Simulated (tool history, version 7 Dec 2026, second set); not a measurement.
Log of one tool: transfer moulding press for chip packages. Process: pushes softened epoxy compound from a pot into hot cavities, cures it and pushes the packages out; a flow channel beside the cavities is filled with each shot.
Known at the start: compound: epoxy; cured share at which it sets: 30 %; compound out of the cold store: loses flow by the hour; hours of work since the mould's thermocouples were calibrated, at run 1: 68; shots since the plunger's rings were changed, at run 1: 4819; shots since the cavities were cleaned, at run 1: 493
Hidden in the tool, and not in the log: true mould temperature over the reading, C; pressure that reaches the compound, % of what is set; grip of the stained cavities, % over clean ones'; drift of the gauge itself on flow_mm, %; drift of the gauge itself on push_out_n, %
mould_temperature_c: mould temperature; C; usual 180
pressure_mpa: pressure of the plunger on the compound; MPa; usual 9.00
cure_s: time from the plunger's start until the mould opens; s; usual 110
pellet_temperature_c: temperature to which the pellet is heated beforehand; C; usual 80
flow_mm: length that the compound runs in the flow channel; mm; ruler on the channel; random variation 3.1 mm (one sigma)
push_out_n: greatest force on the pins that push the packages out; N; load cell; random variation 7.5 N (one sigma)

run	hour	mould_temperature_c	pressure_mpa	cure_s	pellet_temperature_c	hours of work since the mould's thermocouples were calibrated	shots since the plunger's rings were changed	shots since the cavities were cleaned	incoming compound's hours out of the cold store	flow_mm	push_out_n
1	0.0	180	9.00	110	80	68	4819	493	32.5	612	468
2	16.8	180	9.00	116	80	76	4954	628	9.9	671	507
# hour 41.3: cavities cleaned with cleaning compound and waxed
3	41.3	180	9.00	116	80	87	5140	0	36.6	603	318
4	55.0	180	9.00	116	80	94	5250	110	40.9	587	354
5	70.3	180	9.00	116	80	101	5374	234	30.9	610	419
6	88.1	180	9.00	116	89	109	5517	377	45.8	573	454
# hour 96.1: plunger's sealing rings changed
7	105.4	180	9.00	116	89	116	75	497	30.5	664	477
8	115.5	180	9.00	110	80	121	157	579	12.0	716	516
9	131.3	180	9.00	110	80	129	284	706	24.1	673	553
# hour 146.7: cavities cleaned with cleaning compound and waxed
10	152.4	180	9.00	110	80	138	442	46	37.8	638	335
11	170.9	180	9.07	111	80	147	592	196	38.1	644	399
12	185.1	180	9.07	111	80	154	706	310	8.2	720	463
13	207.8	180	9.07	111	80	164	889	493	33.9	650	491
14	220.9	181	10.62	111	80	171	994	598	27.9	716	506
15	235.9	175	10.11	97	72	178	1116	720	42.3	665	950
# hour 248.8: cavities cleaned with cleaning compound and waxed
16	260.8	177	8.01	95	88	189	1305	97	24.4	637	584
17	283.8	184	7.33	137	73	200	1490	282	25.5	590	407
18	299.2	180	9.25	110	80	207	1614	406	33.9	645	472
19	317.6	180	8.29	110	80	216	1763	555	34.5	612	521

Measured less the same run without the tool's hidden state. The same run-to-run variation is in both; the gauge's scatter may not be:
run	flow_mm	push_out_n
1	-44	+162
2	-50	+197
3	-46	+12
4	-47	+62
5	-50	+113
6	-48	+154
7	-2	+181
8	-2	+206
9	-4	+236
10	-5	+27
11	-6	+91
12	-8	+140
13	-9	+185
14	-11	+206
15	-12	+403
16	-12	+86
17	-13	+120
18	-15	+166
19	-15	+208
